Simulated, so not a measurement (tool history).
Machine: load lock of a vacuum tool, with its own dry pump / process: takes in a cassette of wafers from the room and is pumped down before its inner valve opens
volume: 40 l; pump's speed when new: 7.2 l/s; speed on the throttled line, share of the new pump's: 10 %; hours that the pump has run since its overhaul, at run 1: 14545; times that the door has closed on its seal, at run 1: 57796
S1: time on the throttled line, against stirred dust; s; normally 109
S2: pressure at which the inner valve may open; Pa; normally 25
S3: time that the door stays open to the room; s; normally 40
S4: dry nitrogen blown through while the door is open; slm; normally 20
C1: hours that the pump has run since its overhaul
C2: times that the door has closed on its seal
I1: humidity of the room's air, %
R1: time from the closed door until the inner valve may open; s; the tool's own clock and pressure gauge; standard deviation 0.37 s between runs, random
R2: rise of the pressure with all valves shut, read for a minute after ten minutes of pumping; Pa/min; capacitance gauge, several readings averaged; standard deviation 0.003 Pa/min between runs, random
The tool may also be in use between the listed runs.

run     hour   S1  S2   S3  S4     C1     C2    I1     R1     R2
  1        0  109  25   40  20  14545  57796  48.4  148.8  0.506
  2    690.5  109  25   40  20  15236  61089  46.2  149.6  0.536
  3   1160.3  109  25   40  20  15705  63329  43.7    149  0.585
      1465.8  -- door's seal changed, seat wiped
  4   1543.7  109  25   40  20  16087    371  47.8  149.2  0.038
  5   1971.9  109  25   40  20  16516   2413  45.9    149   0.05
  6   2506.4  109  25   40  20  17050   4961  45.3  149.4  0.056
  7   2889.4  109  25   40  20  17433   6788  47.3  150.3  0.062
  8   3266.3   98  25   40  20  17810   8584  47.2    140   0.07
  9     3792   98  25   40  20  18336  11091  49.4  140.8  0.085
      4174.2  -- dry pump taken out, an overhauled one fitted
 10   4300.3   98  25   58  20    126  13486  45.9  134.2  0.102
 11   4880.9   98  25   58  20    707  16254  45.5  133.6  0.112
 12   5392.5   98  25   52  20   1218  18693    42    134  0.123
 13   6040.5   98  25   52  20   1866  21783  42.4  134.3   0.14
 14   6531.7   98  25   52  20   2357  24125  43.9  134.4  0.157
 15   6870.7   66  25   40  20   2697  25741  45.8  105.9   0.16
 16   7245.5   66  25   40  20   3071  27528    48  105.5  0.185
 17   7534.7  109  25   40  20   3361  28907  45.4  144.5  0.192
 18   7868.1  109  25   40  20   3694  30497  44.7  144.3  0.201
 19   8421.2  109  25   40  20   4247  33134  43.5  144.1  0.221
 20   9025.4  109  47   40  20   4851  36014  43.6  141.2  0.236
 21   9599.2  109  47   40  20   5425  38750  40.3  141.3  0.264
 22  10130.1  109  25   40  12   5956  41282  46.6  145.4  0.309
 23  10659.3  109  25   40  12   6485  43804  44.6  145.3  0.329
 24  11275.7  154  25   67  20   7101  46743  46.4  185.9  0.367
 25  11688.1  100  25   67  20   7514  48710  42.6  137.4  0.385
 26    12061   78  25  191  25   7887  50488  49.3  116.8  0.465
 27  12375.7   78  25  185  25   8202  51988  44.2  117.6  0.469
 28  12729.2  200  34   40  20   8555  53674  46.1  227.1  0.436
 29  13392.1   56  25  160  20   9218  56834  45.6   98.5  0.526
 30  13817.8   92  44   68  20   9644  58864  46.7  127.3   0.53
 31  14353.5   92  44   68  20  10179  61418  43.3  127.8   0.55
 32  14874.9  215  32   61  20  10701  63904  43.9  240.5  0.595
       15054  -- door's seal changed, seat wiped
 33  15548.3  215  32   61  20  11373   2357  43.5  239.3  0.057
 34  16038.2  109  25   40  29  11863   4692  45.7  145.9  0.043
 35  16729.6  109  25   40  29  12554   7989  46.7  146.6  0.057
 36  17225.7  197  25   40  29  13050  10354  47.4  225.7  0.069

4 ways to go on from here, each from the tool as it stands after run 36. What would each give?
  A  17734.5  177  19  40   6  13559  12780  41.8   ?   ?
  B  17734.5  167  33  40   7  13559  12780  47.1   ?   ?
  C  17734.5   76  32  40  29  13559  12780  47.5   ?   ?
  D  17734.5  197  25  40  23  13559  12780    44   ?   ?

run     R1     R2
  A  209.3  0.097
  B  196.9  0.097
  C  115.8  0.081
  D  226.9  0.084
The same runs, with their run-to-run variation unchanged, on a tool lacking any hidden condition would have given:
run     R1     R2
  A  207.4  0.052
  B  195.2  0.052
  C  113.5  0.036
  D  225.2  0.039

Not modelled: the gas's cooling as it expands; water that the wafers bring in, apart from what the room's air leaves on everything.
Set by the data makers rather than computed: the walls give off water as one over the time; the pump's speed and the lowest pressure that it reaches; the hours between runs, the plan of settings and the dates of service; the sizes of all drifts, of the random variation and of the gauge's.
